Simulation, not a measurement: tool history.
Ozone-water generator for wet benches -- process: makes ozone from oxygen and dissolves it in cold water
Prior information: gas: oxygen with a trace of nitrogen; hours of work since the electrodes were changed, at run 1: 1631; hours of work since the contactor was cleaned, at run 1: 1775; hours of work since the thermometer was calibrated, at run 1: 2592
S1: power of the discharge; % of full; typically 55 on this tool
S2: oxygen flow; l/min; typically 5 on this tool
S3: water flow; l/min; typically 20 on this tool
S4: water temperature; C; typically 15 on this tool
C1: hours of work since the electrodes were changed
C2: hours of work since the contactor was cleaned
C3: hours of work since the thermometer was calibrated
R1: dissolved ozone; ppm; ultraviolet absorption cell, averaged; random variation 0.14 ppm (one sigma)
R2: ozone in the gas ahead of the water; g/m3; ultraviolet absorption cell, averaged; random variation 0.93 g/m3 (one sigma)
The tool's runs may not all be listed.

run,hour,S1,S2,S3,S4,C1,C2,C3,R1,R2
1,0,55,5,20,15,1631,1775,2592,15.9,156.1
2,40.7,55,5,20,15,1665,1810,2627,16.1,157.7
3,89,55,5,22,15,1707,1851,2668,14.5,156.2
# hour 131.1: contactor cleaned
4,144.5,55,5,20,15,1751,11,2712,15.9,157.6
5,168.3,55,5,20,15,1771,32,2733,15.9,157.3
6,209.2,55,5,20,15,1806,67,2767,15.7,158.2
7,243,55,5,20,15,1835,95,2796,16.1,158.2
8,290,55,5,20,15,1875,135,2836,16,159
9,344.5,55,5,20,15,1921,182,2883,16.1,158.9
10,369.8,55,5,20,15,1943,204,2904,16.1,157.8
11,399.5,55,5,20,15,1968,229,2930,16,158
12,446.3,55,3.61,20,15,2008,269,2970,14.4,174.7
13,476.6,55,3.61,20,15,2034,295,2995,14.6,174.3
14,504.7,55,3.61,20,15,2058,319,3019,14.6,176.1
15,534.1,55,3.61,20,15,2083,344,3044,14.4,177
16,557.9,55,5,25,15,2103,364,3065,12.7,156.3
17,611.2,55,4.04,25,8,2149,409,3110,12.7,168.8
18,646.1,55,4.04,25,8,2178,439,3140,12.4,170.4
19,673.1,43,4.04,15,8,2201,462,3163,17.7,135.8
20,724.1,43,4.04,15,8,2245,506,3207,17.6,138.3
21,770.6,43,2.86,15,8,2285,545,3246,15.7,152.9
22,826.5,43,2.86,15,8,2332,593,3294,15.8,153.9
23,877.1,43,2.86,20,8,2375,636,3337,11.5,152.9
24,921.5,43,4.87,20,22,2413,674,3375,11.9,129.2
25,960.5,56,4.87,23,22,2447,707,3408,12.7,159.8
26,1009.9,56,8.16,16,22,2489,750,3450,18.4,135.4
27,1056.5,48,3.49,23,9,2528,789,3490,11.7,157.9
28,1101.9,47,5.72,20,11,2567,828,3529,15.3,132.4
29,1146,55,5,15,14,2605,866,3566,21,156.1
30,1192.1,73,2.71,18,7,2644,905,3606,19.8,242.5
31,1229.3,73,5.61,30,17,2676,937,3637,13.4,192
32,1276.9,55,5,17,19,2716,977,3678,17.3,158.1

Hidden condition of the tool, last listed run before each entry between runs versus first listed run after:
After run 3, before run 4: contactor cleaned (hour 131.1)
  contactor's efficiency, % of a clean one's: 99.9 -> 100
